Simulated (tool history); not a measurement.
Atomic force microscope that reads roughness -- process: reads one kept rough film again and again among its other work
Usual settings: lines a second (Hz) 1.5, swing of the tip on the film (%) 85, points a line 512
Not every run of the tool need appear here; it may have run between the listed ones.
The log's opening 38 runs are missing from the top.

run	day	lines a second (Hz)	swing of the tip on the film (%)	points a line	pictures with this tip	hours of work since the height scale was calibrated	roughness of the kept film (nm (root mean square))
39	52.296	0.68	87	263	222	1538	3.512
# day 53.825: new tip fitted
40	54.067	1.5	85	464	10	1559	3.288
41	56.029	1.5	85	306	90	1584	3.251
42	57.575	1.5	85	306	153	1603	3.268
43	58.746	1.5	85	266	201	1617	3.278
44	60.379	1.5	85	266	268	1638	3.251
# day 60.829: new tip fitted
45	61.3	1.61	71	309	19	1649	3.528
46	63.246	1.54	77	963	99	1673	3.503
47	64.775	1.54	77	963	161	1692	3.484
48	65.604	1.5	72	408	195	1702	3.589
49	66.417	0.51	86	270	228	1712	3.647
# day 67.779: new tip fitted
50	68.329	0.95	64	459	22	1736	3.825

Alternative continuations, all from the tool just after run 50; predict every row:
A	70.012	1.27	76	359	91	1757	?
B	70.012	0.53	74	475	91	1757	?
C	70.012	1.5	85	320	91	1757	?
D	70.012	1.31	67	890	91	1757	?

run	roughness of the kept film (nm (root mean square))
A	3.56
B	3.837
C	3.282
D	3.739
Had the tool no hidden state, the same runs would have come out as:
run	roughness of the kept film (nm (root mean square))
A	3.564
B	3.841
C	3.285
D	3.743

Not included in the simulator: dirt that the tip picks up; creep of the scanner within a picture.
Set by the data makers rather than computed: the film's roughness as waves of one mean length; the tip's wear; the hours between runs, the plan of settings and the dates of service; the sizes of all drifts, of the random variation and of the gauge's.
